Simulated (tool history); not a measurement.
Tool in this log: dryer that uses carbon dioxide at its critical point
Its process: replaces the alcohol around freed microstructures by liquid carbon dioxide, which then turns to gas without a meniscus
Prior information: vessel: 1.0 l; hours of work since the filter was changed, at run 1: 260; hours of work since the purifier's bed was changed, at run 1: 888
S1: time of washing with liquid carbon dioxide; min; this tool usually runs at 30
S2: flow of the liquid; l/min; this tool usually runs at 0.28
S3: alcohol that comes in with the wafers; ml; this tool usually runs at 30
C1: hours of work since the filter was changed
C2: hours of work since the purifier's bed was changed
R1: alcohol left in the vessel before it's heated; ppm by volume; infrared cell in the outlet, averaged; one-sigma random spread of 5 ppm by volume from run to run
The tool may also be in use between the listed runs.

run 1 day=0 | S1=30 S2=0.28 S3=30 | C1=260 C2=888 | R1=176
run 2 day=0.896 | S1=30 S2=0.28 S3=30 | C1=275 C2=903 | R1=168
run 3 day=2.379 | S1=30 S2=0.28 S3=30 | C1=299 C2=927 | R1=170
run 4 day=4.158 | S1=30 S2=0.28 S3=30 | C1=329 C2=957 | R1=169
-- day=4.696 inlet filter changed
run 5 day=5.667 | S1=30 S2=0.28 S3=30 | C1=16 C2=981 | R1=175
run 6 day=6.796 | S1=30 S2=0.28 S3=30 | C1=35 C2=1000 | R1=174
run 7 day=8.646 | S1=34 S2=0.28 S3=30 | C1=65 C2=1030 | R1=182
run 8 day=10.421 | S1=34 S2=0.28 S3=30 | C1=95 C2=1060 | R1=187
run 9 day=11.404 | S1=30 S2=0.28 S3=75 | C1=111 C2=1076 | R1=218
run 10 day=12.383 | S1=30 S2=0.28 S3=75 | C1=127 C2=1092 | R1=223
run 11 day=13.258 | S1=30 S2=0.28 S3=75 | C1=142 C2=1107 | R1=223
run 12 day=14.271 | S1=30 S2=0.28 S3=30 | C1=158 C2=1123 | R1=201
-- day=14.979 purifier's bed changed
run 13 day=16.367 | S1=30 S2=0.28 S3=30 | C1=191 C2=23 | R1=21
run 14 day=18.104 | S1=30 S2=0.318 S3=30 | C1=220 C2=52 | R1=26
run 15 day=20.042 | S1=30 S2=0.318 S3=30 | C1=252 C2=84 | R1=17
run 16 day=21.3 | S1=24 S2=0.318 S3=30 | C1=273 C2=105 | R1=64
run 17 day=23.092 | S1=24 S2=0.318 S3=30 | C1=302 C2=134 | R1=64
run 18 day=24.067 | S1=24 S2=0.318 S3=30 | C1=318 C2=150 | R1=79
-- day=25.242 inlet filter changed
run 19 day=25.667 | S1=24 S2=0.318 S3=22 | C1=7 C2=176 | R1=55
run 20 day=27.179 | S1=24 S2=0.318 S3=22 | C1=32 C2=201 | R1=59
run 21 day=28.238 | S1=24 S2=0.318 S3=22 | C1=50 C2=219 | R1=60
run 22 day=29.55 | S1=28 S2=0.29 S3=22 | C1=71 C2=240 | R1=69
run 23 day=31.146 | S1=28 S2=0.29 S3=22 | C1=98 C2=267 | R1=52
run 24 day=32.083 | S1=28 S2=0.194 S3=41 | C1=113 C2=282 | R1=359
run 25 day=33.938 | S1=28 S2=0.369 S3=41 | C1=144 C2=313 | R1=58
run 26 day=35.238 | S1=28 S2=0.369 S3=41 | C1=165 C2=334 | R1=71
run 27 day=36.808 | S1=24 S2=0.369 S3=53 | C1=191 C2=360 | R1=84
run 28 day=38.629 | S1=24 S2=0.369 S3=53 | C1=221 C2=390 | R1=93
run 29 day=40.233 | S1=24 S2=0.369 S3=53 | C1=248 C2=417 | R1=106
run 30 day=41.842 | S1=30 S2=0.351 S3=36 | C1=275 C2=444 | R1=70
run 31 day=43.467 | S1=30 S2=0.351 S3=36 | C1=301 C2=470 | R1=89
run 32 day=45.221 | S1=20 S2=0.408 S3=36 | C1=330 C2=499 | R1=129
-- day=45.583 inlet filter changed
run 33 day=46.146 | S1=20 S2=0.408 S3=36 | C1=9 C2=514 | R1=117
run 34 day=47.542 | S1=45 S2=0.169 S3=102 | C1=32 C2=537 | R1=178
run 35 day=48.696 | S1=30 S2=0.415 S3=54 | C1=51 C2=556 | R1=86
run 36 day=49.642 | S1=20 S2=0.343 S3=65 | C1=67 C2=572 | R1=233
run 37 day=50.558 | S1=22 S2=0.28 S3=21 | C1=82 C2=587 | R1=188
run 38 day=52.475 | S1=22 S2=0.332 S3=21 | C1=114 C2=619 | R1=138

Forecast run 39:
run 39 day=54.392 | S1=24 S2=0.28 S3=45 | C1=146 C2=650 | R1=?

Run 39 yielded R1 219 ppm by volume.
The same run, on a tool lacking any hidden state, would have yielded R1 100 ppm by volume.
